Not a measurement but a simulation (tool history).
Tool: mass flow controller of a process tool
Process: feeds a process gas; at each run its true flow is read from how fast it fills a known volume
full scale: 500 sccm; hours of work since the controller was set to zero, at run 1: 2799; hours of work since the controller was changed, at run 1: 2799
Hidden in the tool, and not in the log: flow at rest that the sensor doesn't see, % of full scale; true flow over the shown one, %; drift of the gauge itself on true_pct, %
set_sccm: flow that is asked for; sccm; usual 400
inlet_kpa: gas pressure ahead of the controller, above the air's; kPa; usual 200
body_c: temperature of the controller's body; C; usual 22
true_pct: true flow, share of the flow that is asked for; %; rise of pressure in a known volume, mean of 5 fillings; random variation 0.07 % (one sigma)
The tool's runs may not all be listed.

run,hour,set_sccm,inlet_kpa,body_c,hours of work since the controller was set to zero,hours of work since the controller was changed,true_pct
1,0,400,200,22,2799,2799,101.04
2,213.5,400,200,22,2876,2876,101.1
3,350.5,400,200,22,2925,2925,101.12
4,466.6,400,179,22,2967,2967,101.06
5,636,400,179,22,3027,3027,101.22
6,818,400,157,22,3093,3093,101.07
7,971.9,400,157,22,3148,3148,101.07
8,1126.6,400,157,22,3203,3203,101.16
9,1317.7,400,157,40,3272,3272,102.52
10,1445.5,400,157,40,3318,3318,102.79
11,1641.5,400,234,22,3388,3388,101.68
12,1737.6,400,200,22,3422,3422,101.41
13,1894.9,400,200,22,3479,3479,101.46
14,2006,400,200,22,3519,3519,101.43
15,2130.8,400,200,22,3563,3563,101.52
16,2219.9,400,200,22,3595,3595,101.41
17,2404.3,400,200,22,3661,3661,101.6
18,2549,400,200,22,3713,3713,101.55
19,2730.8,400,200,22,3778,3778,101.65
20,2859,400,200,22,3824,3824,101.59
21,3068.3,400,200,34,3899,3899,102.66
22,3206.2,400,200,34,3949,3949,102.9
23,3295.4,400,200,34,3981,3981,102.68
24,3459.3,400,200,34,4040,4040,102.86
25,3560.2,400,154,33,4076,4076,102.54
26,3717.3,400,200,30,4132,4132,102.39
27,3923.1,437,140,29,4206,4206,102.29
28,4090.9,95,200,35,4266,4266,103.54
29,4196.5,172,200,32,4304,4304,102.72
30,4352.2,321,152,27,4360,4360,101.96
31,4541.8,321,152,27,4428,4428,102.05
# hour 4561.6: controller's zero set anew
32,4646.4,321,152,27,30,4465,102.2
33,4782.2,400,200,40,79,4514,103.73
34,4903.5,400,143,26,123,4557,102.25
35,5004.1,400,143,26,159,4593,102.1
36,5160.2,400,143,26,215,4649,102.47
# hour 5275.4: controller's zero set anew, once more
37,5282.4,400,143,26,3,4693,101.69
38,5431.9,400,169,26,56,4746,101.74
39,5542.1,302,267,28,96,4786,102.04
40,5739,157,165,37,166,4856,101.94
41,5946.5,400,278,23,241,4931,102.22
42,6133,179,278,23,307,4998,101.43
43,6244.2,387,278,29,347,5038,102.63
44,6397.5,400,209,29,402,5092,102.29
45,6562.2,400,209,29,461,5152,102.51
46,6741.1,64,166,34,525,5216,101.88
47,6942,74,192,32,597,5288,101.99
48,7143.8,74,192,32,670,5360,101.85

Forecast each of these 3 alternatives for the next run:
A,7263.3,74,192,27,713,5403,?
B,7263.3,74,192,35,713,5403,?
C,7263.3,400,200,35,713,5403,?

run,true_pct
A,101.75
B,102.22
C,103.15
Without the tool's hidden state the same runs would have given:
run,true_pct
A,98.68
B,99.15
C,100.55

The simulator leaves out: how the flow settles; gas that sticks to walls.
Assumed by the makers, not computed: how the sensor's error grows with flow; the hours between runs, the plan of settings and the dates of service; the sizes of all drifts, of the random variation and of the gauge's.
